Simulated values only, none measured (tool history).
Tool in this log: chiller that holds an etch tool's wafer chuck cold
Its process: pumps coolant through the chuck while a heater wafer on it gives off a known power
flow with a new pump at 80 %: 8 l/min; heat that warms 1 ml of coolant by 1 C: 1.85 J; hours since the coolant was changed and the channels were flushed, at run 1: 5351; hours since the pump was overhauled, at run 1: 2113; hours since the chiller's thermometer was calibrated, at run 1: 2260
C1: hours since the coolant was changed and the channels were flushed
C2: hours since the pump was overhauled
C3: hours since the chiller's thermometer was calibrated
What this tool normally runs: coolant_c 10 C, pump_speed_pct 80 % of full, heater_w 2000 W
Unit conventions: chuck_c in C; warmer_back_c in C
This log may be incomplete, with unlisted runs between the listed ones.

{"run": 1, "day": 0.0, "coolant_c": 10, "pump_speed_pct": 80, "heater_w": 2000, "C1": 5351, "C2": 2113, "C3": 2260, "chuck_c": 30.3, "warmer_back_c": 8.41}
{"run": 2, "day": 1.588, "coolant_c": 10, "pump_speed_pct": 80, "heater_w": 2000, "C1": 5389, "C2": 2151, "C3": 2298, "chuck_c": 30.3, "warmer_back_c": 8.41}
{"run": 3, "day": 2.721, "coolant_c": 10, "pump_speed_pct": 80, "heater_w": 2000, "C1": 5416, "C2": 2179, "C3": 2326, "chuck_c": 30.3, "warmer_back_c": 8.4}
{"run": 4, "day": 4.442, "coolant_c": 10, "pump_speed_pct": 80, "heater_w": 2000, "C1": 5457, "C2": 2220, "C3": 2367, "chuck_c": 30.4, "warmer_back_c": 8.38}
{"run": 5, "day": 6.012, "coolant_c": 10, "pump_speed_pct": 80, "heater_w": 2000, "C1": 5495, "C2": 2258, "C3": 2405, "chuck_c": 30.6, "warmer_back_c": 8.4}
{"run": 6, "day": 8.221, "coolant_c": 10, "pump_speed_pct": 80, "heater_w": 2000, "C1": 5548, "C2": 2311, "C3": 2458, "chuck_c": 30.5, "warmer_back_c": 8.45}
{"run": 7, "day": 9.183, "coolant_c": 10, "pump_speed_pct": 80, "heater_w": 2000, "C1": 5571, "C2": 2334, "C3": 2481, "chuck_c": 30.5, "warmer_back_c": 8.39}
{"run": 8, "day": 11.054, "coolant_c": 10, "pump_speed_pct": 80, "heater_w": 2000, "C1": 5616, "C2": 2379, "C3": 2526, "chuck_c": 30.6, "warmer_back_c": 8.37}
{"run": 9, "day": 12.054, "coolant_c": 10, "pump_speed_pct": 80, "heater_w": 2000, "C1": 5640, "C2": 2403, "C3": 2550, "chuck_c": 30.4, "warmer_back_c": 8.41}
{"run": 10, "day": 14.129, "coolant_c": 10, "pump_speed_pct": 80, "heater_w": 2000, "C1": 5690, "C2": 2452, "C3": 2599, "chuck_c": 30.3, "warmer_back_c": 8.44}
{"run": 11, "day": 15.396, "coolant_c": 10, "pump_speed_pct": 80, "heater_w": 2000, "C1": 5720, "C2": 2483, "C3": 2630, "chuck_c": 30.4, "warmer_back_c": 8.45}
{"run": 12, "day": 17.571, "coolant_c": 10, "pump_speed_pct": 80, "heater_w": 2000, "C1": 5772, "C2": 2535, "C3": 2682, "chuck_c": 30.5, "warmer_back_c": 8.46}
{"run": 13, "day": 18.592, "coolant_c": 10, "pump_speed_pct": 80, "heater_w": 2000, "C1": 5797, "C2": 2559, "C3": 2707, "chuck_c": 30.6, "warmer_back_c": 8.47}
{"run": 14, "day": 20.35, "coolant_c": 10, "pump_speed_pct": 80, "heater_w": 2000, "C1": 5839, "C2": 2602, "C3": 2749, "chuck_c": 30.5, "warmer_back_c": 8.42}
{"run": 15, "day": 22.054, "coolant_c": 10, "pump_speed_pct": 80, "heater_w": 2000, "C1": 5880, "C2": 2643, "C3": 2790, "chuck_c": 30.5, "warmer_back_c": 8.5}
{"run": 16, "day": 24.204, "coolant_c": 10, "pump_speed_pct": 80, "heater_w": 2000, "C1": 5931, "C2": 2694, "C3": 2841, "chuck_c": 30.6, "warmer_back_c": 8.45}
{"run": 17, "day": 26.088, "coolant_c": 10, "pump_speed_pct": 80, "heater_w": 2000, "C1": 5977, "C2": 2739, "C3": 2886, "chuck_c": 30.6, "warmer_back_c": 8.45}
{"run": 18, "day": 28.254, "coolant_c": 4, "pump_speed_pct": 87, "heater_w": 2000, "C1": 6029, "C2": 2791, "C3": 2938, "chuck_c": 23.4, "warmer_back_c": 7.76}
{"run": 19, "day": 30.304, "coolant_c": 4, "pump_speed_pct": 87, "heater_w": 2000, "C1": 6078, "C2": 2841, "C3": 2988, "chuck_c": 23.5, "warmer_back_c": 7.84}
{"run": 20, "day": 32.529, "coolant_c": 4, "pump_speed_pct": 87, "heater_w": 2000, "C1": 6131, "C2": 2894, "C3": 3041, "chuck_c": 23.5, "warmer_back_c": 7.81}
{"run": 21, "day": 33.779, "coolant_c": 4, "pump_speed_pct": 90, "heater_w": 2813, "C1": 6161, "C2": 2924, "C3": 3071, "chuck_c": 31.0, "warmer_back_c": 10.76}
{"run": 22, "day": 34.858, "coolant_c": 4, "pump_speed_pct": 90, "heater_w": 2813, "C1": 6187, "C2": 2950, "C3": 3097, "chuck_c": 30.9, "warmer_back_c": 10.77}
{"run": 23, "day": 36.804, "coolant_c": 15, "pump_speed_pct": 80, "heater_w": 2000, "C1": 6234, "C2": 2997, "C3": 3144, "chuck_c": 35.8, "warmer_back_c": 8.49}
{"run": 24, "day": 38.133, "coolant_c": 5, "pump_speed_pct": 77, "heater_w": 1884, "C1": 6266, "C2": 3028, "C3": 3176, "chuck_c": 24.9, "warmer_back_c": 8.35}
{"run": 25, "day": 39.408, "coolant_c": 1, "pump_speed_pct": 77, "heater_w": 1884, "C1": 6296, "C2": 3059, "C3": 3206, "chuck_c": 21.2, "warmer_back_c": 8.32}
{"run": 26, "day": 41.371, "coolant_c": 9, "pump_speed_pct": 92, "heater_w": 1884, "C1": 6343, "C2": 3106, "C3": 3253, "chuck_c": 26.5, "warmer_back_c": 6.99}
{"run": 27, "day": 42.388, "coolant_c": 7, "pump_speed_pct": 92, "heater_w": 1978, "C1": 6368, "C2": 3131, "C3": 3278, "chuck_c": 25.7, "warmer_back_c": 7.48}
{"run": 28, "day": 43.721, "coolant_c": 4, "pump_speed_pct": 61, "heater_w": 2890, "C1": 6400, "C2": 3163, "C3": 3310, "chuck_c": 40.0, "warmer_back_c": 15.88}
{"run": 29, "day": 45.225, "coolant_c": 4, "pump_speed_pct": 61, "heater_w": 2890, "C1": 6436, "C2": 3199, "C3": 3346, "chuck_c": 40.3, "warmer_back_c": 15.92}
{"run": 30, "day": 46.654, "coolant_c": 20, "pump_speed_pct": 61, "heater_w": 2890, "C1": 6470, "C2": 3233, "C3": 3380, "chuck_c": 56.2, "warmer_back_c": 16.01}
{"run": 31, "day": 47.862, "coolant_c": 3, "pump_speed_pct": 99, "heater_w": 2504, "C1": 6499, "C2": 3262, "C3": 3409, "chuck_c": 25.4, "warmer_back_c": 8.7}
{"run": 32, "day": 50.096, "coolant_c": 7, "pump_speed_pct": 80, "heater_w": 2732, "C1": 6553, "C2": 3316, "C3": 3463, "chuck_c": 35.6, "warmer_back_c": 11.68}

4 options for the next run, each taken on its own from the tool as it stands now. Forecast them:
{"run": "A", "day": 51.817, "coolant_c": 12, "pump_speed_pct": 75, "heater_w": 1276, "C1": 6594, "C2": 3357, "C3": 3504, "chuck_c": "?", "warmer_back_c": "?"}
{"run": "B", "day": 51.817, "coolant_c": 7, "pump_speed_pct": 77, "heater_w": 2732, "C1": 6594, "C2": 3357, "C3": 3504, "chuck_c": "?", "warmer_back_c": "?"}
{"run": "C", "day": 51.817, "coolant_c": 7, "pump_speed_pct": 95, "heater_w": 2732, "C1": 6594, "C2": 3357, "C3": 3504, "chuck_c": "?", "warmer_back_c": "?"}
{"run": "D", "day": 51.817, "coolant_c": 13, "pump_speed_pct": 69, "heater_w": 2806, "C1": 6594, "C2": 3357, "C3": 3504, "chuck_c": "?", "warmer_back_c": "?"}

run=A chuck_c=25.8 warmer_back_c=5.80
run=B chuck_c=36.2 warmer_back_c=12.01
run=C chuck_c=32.4 warmer_back_c=9.92
run=D chuck_c=45.2 warmer_back_c=13.86
With the hidden condition removed and each run's random variation left untouched, the same runs would have given:
run=A chuck_c=24.8 warmer_back_c=5.50
run=B chuck_c=33.7 warmer_back_c=11.40
run=C chuck_c=30.3 warmer_back_c=9.42
run=D chuck_c=42.4 warmer_back_c=13.16
